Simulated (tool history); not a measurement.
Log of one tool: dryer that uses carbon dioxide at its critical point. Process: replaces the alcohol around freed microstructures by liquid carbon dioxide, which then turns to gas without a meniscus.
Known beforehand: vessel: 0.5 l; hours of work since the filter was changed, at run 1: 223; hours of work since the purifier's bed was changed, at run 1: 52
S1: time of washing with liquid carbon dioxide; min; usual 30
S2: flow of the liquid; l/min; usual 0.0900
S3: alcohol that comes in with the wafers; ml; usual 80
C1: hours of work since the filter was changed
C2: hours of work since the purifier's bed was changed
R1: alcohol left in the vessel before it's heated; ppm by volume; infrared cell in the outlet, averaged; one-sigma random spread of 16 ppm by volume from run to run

run 1 day=0.000 | S1=30 S2=0.0900 S3=80 | C1=223 C2=52 | R1=1388
run 2 day=0.254 | S1=30 S2=0.0900 S3=80 | C1=227 C2=56 | R1=1350
run 3 day=0.604 | S1=30 S2=0.1008 S3=80 | C1=233 C2=62 | R1=767
run 4 day=0.862 | S1=30 S2=0.1466 S3=80 | C1=237 C2=66 | R1=81
run 5 day=1.067 | S1=30 S2=0.1466 S3=80 | C1=240 C2=70 | R1=77
run 6 day=1.333 | S1=30 S2=0.0900 S3=80 | C1=245 C2=74 | R1=1418
run 7 day=1.646 | S1=30 S2=0.0900 S3=80 | C1=250 C2=79 | R1=1464
run 8 day=1.946 | S1=30 S2=0.0900 S3=80 | C1=255 C2=84 | R1=1439
run 9 day=2.104 | S1=30 S2=0.0900 S3=80 | C1=257 C2=87 | R1=1440
run 10 day=2.433 | S1=30 S2=0.0900 S3=80 | C1=263 C2=92 | R1=1465
run 11 day=2.662 | S1=30 S2=0.0900 S3=80 | C1=267 C2=96 | R1=1507
run 12 day=2.950 | S1=30 S2=0.0900 S3=57 | C1=271 C2=101 | R1=1061
run 13 day=3.142 | S1=30 S2=0.0900 S3=57 | C1=275 C2=104 | R1=1079
run 14 day=3.371 | S1=30 S2=0.0900 S3=80 | C1=278 C2=108 | R1=1520
run 15 day=3.704 | S1=30 S2=0.0756 S3=80 | C1=284 C2=113 | R1=3342
run 16 day=4.046 | S1=30 S2=0.0756 S3=80 | C1=290 C2=119 | R1=3323
run 17 day=4.279 | S1=30 S2=0.0756 S3=80 | C1=293 C2=123 | R1=3333
run 18 day=4.579 | S1=48 S2=0.0756 S3=80 | C1=298 C2=128 | R1=385
run 19 day=4.938 | S1=48 S2=0.0756 S3=80 | C1=304 C2=134 | R1=372
run 20 day=5.142 | S1=30 S2=0.0900 S3=80 | C1=308 C2=137 | R1=1522
run 21 day=5.512 | S1=30 S2=0.1233 S3=80 | C1=314 C2=143 | R1=285
run 22 day=5.696 | S1=30 S2=0.1233 S3=80 | C1=317 C2=146 | R1=286
run 23 day=5.867 | S1=30 S2=0.0579 S3=80 | C1=320 C2=149 | R1=9026
run 24 day=6.092 | S1=25 S2=0.0579 S3=118 | C1=323 C2=153 | R1=20981
run 25 day=6.358 | S1=41 S2=0.0545 S3=62 | C1=328 C2=157 | R1=3261
run 26 day=6.521 | S1=41 S2=0.0545 S3=62 | C1=330 C2=160 | R1=3236
run 27 day=6.900 | S1=32 S2=0.0957 S3=29 | C1=337 C2=166 | R1=345
run 28 day=7.200 | S1=32 S2=0.0957 S3=29 | C1=342 C2=171 | R1=361
run 29 day=7.458 | S1=37 S2=0.1196 S3=80 | C1=346 C2=176 | R1=124
run 30 day=7.771 | S1=44 S2=0.0591 S3=80 | C1=351 C2=181 | R1=2238
run 31 day=7.979 | S1=44 S2=0.0591 S3=80 | C1=355 C2=184 | R1=2304
run 32 day=8.333 | S1=34 S2=0.1162 S3=73 | C1=361 C2=190 | R1=218
run 33 day=8.604 | S1=34 S2=0.1162 S3=73 | C1=365 C2=195 | R1=219
run 34 day=8.758 | S1=41 S2=0.1095 S3=80 | C1=368 C2=197 | R1=133
run 35 day=9.046 | S1=37 S2=0.0619 S3=40 | C1=372 C2=202 | R1=1915
run 36 day=9.329 | S1=20 S2=0.1453 S3=65 | C1=377 C2=207 | R1=847
run 37 day=9.612 | S1=20 S2=0.1453 S3=65 | C1=382 C2=211 | R1=853
run 38 day=9.800 | S1=20 S2=0.1036 S3=113 | C1=385 C2=214 | R1=6664
run 39 day=9.975 | S1=20 S2=0.1036 S3=113 | C1=388 C2=217 | R1=6670
run 40 day=10.158 | S1=20 S2=0.1036 S3=113 | C1=391 C2=220 | R1=6688
run 41 day=10.446 | S1=21 S2=0.1101 S3=80 | C1=395 C2=225 | R1=3053
run 42 day=10.762 | S1=21 S2=0.0900 S3=105 | C1=401 C2=230 | R1=8932
run 43 day=10.962 | S1=21 S2=0.0881 S3=115 | C1=404 C2=234 | R1=10461
run 44 day=11.175 | S1=21 S2=0.0881 S3=115 | C1=408 C2=237 | R1=10494
run 45 day=11.533 | S1=21 S2=0.0881 S3=115 | C1=414 C2=243 | R1=10540
run 46 day=11.696 | S1=30 S2=0.1209 S3=30 | C1=416 C2=246 | R1=192

A few steps of R1 between consecutive runs. Split each: what settings, incoming material and random variation would produce without the hidden state, and what is left over for the hidden state, along with gauge scatter present in only one of the two compared results (measured, and without hidden state):
Hidden state present: flow that reaches the vessel past the clogged filter, %; alcohol in the recycled carbon dioxide, ppm; drift of the gauge itself on alcohol_ppm, %.
Run 23 -> 24: S1 30 -> 25, S3 80 -> 118. R1 +11955 ppm by volume: hidden state +2109, all else +9846.
Run 24 -> 25: S1 25 -> 41, S2 0.0579 -> 0.0545, S3 118 -> 62. R1 -17720 ppm by volume: hidden state -3250, all else -14470.
Run 45 -> 46: S1 21 -> 30, S2 0.0881 -> 0.1209, S3 115 -> 30. R1 -10348 ppm by volume: hidden state -3195, all else -7153.

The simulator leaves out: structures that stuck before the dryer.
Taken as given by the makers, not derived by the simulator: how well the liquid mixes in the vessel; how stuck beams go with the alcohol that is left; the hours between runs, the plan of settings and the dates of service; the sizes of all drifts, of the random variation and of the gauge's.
